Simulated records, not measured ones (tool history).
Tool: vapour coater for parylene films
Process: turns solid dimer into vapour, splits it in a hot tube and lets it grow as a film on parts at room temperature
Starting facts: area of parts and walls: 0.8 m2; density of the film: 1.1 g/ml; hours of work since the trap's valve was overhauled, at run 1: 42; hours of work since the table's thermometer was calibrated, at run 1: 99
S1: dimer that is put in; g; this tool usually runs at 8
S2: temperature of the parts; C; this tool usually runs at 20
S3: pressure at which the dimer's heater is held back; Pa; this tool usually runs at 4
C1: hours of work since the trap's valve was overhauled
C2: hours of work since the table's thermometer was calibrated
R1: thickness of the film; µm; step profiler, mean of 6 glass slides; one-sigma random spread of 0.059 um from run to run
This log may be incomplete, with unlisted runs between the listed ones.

run	hour	S1	S2	S3	C1	C2	R1
1	0	8	20	4	42	99	7.03
2	21.9	8	20	4	59	116	6.96
3	43.7	8	20	4	75	133	6.94
4	62.9	8	20	4	90	147	6.9
5	101.4	8	20	4	119	177	6.84
6	129.6	8	20	4	141	198	6.74
7	151.4	8	20	4	157	215	6.85
8	177.4	8	20	4	177	235	6.82
# hour 183.5: trap's valve overhauled
9	220.1	4	20	4	28	264	3.29
# hour 263.3: trap's valve overhauled, once more
10	266	4	20	4	2	296	3.43
11	285.1	4	20	4	17	311	3.41
12	305.7	8	20	2.17	32	326	7.28
13	346	3	19	5.66	63	357	2.57
14	382.8	6	20	4	91	385	5.12
15	420.2	4	20	4.48	120	414	3.38
16	439	4	15	2.9	134	428	4.36
17	460.2	6	31	2.9	150	444	2.97
18	479.4	6	31	2.9	165	459	3.04

Alternative continuations, all from the tool just after run 18; predict every row:
A	507	8	17	10.92	186	480	?
B	507	9	17	7.94	186	480	?
C	507	7	15	5.47	186	480	?

run	R1
A	7.15
B	8.27
C	7.28
What these runs would have given with no unlogged condition in the tool:
run	R1
A	7.42
B	8.58
C	7.55
